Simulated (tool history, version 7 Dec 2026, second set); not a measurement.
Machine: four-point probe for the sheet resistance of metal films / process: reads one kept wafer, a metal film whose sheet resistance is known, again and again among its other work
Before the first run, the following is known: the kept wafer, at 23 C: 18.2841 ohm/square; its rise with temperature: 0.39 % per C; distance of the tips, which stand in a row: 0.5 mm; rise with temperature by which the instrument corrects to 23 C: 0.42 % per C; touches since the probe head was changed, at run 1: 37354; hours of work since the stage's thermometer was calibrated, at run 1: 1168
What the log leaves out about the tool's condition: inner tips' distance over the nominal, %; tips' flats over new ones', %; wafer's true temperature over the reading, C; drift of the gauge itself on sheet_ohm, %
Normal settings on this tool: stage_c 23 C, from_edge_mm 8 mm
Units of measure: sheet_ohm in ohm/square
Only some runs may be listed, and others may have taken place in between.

| run | hour | stage_c | from_edge_mm | touches since the probe head was changed | hours of work since the stage's thermometer was calibrated | sheet_ohm |
|---|---|---|---|---|---|---|
| 1 | 0 | 23 | 8 | 37354 | 1168 | 18.315567 |
| 2 | 124.4 | 23 | 8 | 42580 | 1265 | 18.331001 |
| 3 | 192 | 20 | 8 | 45416 | 1318 | 18.344131 |
| 4 | 283.8 | 20 | 8 | 49272 | 1389 | 18.344533 |
| 5 | 424 | 20 | 8 | 55159 | 1499 | 18.341233 |
| 6 | 506.1 | 20 | 8 | 58609 | 1563 | 18.34105 |
| 7 | 583.8 | 20 | 8 | 61873 | 1624 | 18.340388 |
| 8 | 691.2 | 20 | 8 | 66383 | 1708 | 18.343881 |
| 9 | 780.1 | 20 | 8 | 70117 | 1778 | 18.345291 |
| 10 | 860.7 | 20 | 8 | 73502 | 1841 | 18.340008 |
| 11 | 968.5 | 20 | 8 | 78028 | 1925 | 18.332049 |
| 12 | 1104.4 | 23 | 22 | 83736 | 2031 | 18.289379 |
| 13 | 1174.2 | 30 | 8 | 86667 | 2086 | 18.291101 |
| 14 | 1262.9 | 20 | 4 | 90395 | 2155 | 18.453422 |
| 15 | 1345.3 | 19 | 4 | 93856 | 2220 | 18.4544 |
|  | 1368.5 | stage's thermometer calibrated |
| 16 | 1458.2 | 23 | 8 | 98576 | 70 | 18.330033 |
| 17 | 1533.8 | 35 | 52 | 101750 | 129 | 18.235973 |

Predict the results of run 18:
| 18 | 1632.7 | 35 | 52 | 105905 | 207 | ? |

Run 18 yielded sheet_ohm 18.229971 ohm/square.
If the tool had no hidden condition, the same run with the same run-to-run variation would have returned sheet_ohm 18.226262 ohm/square.
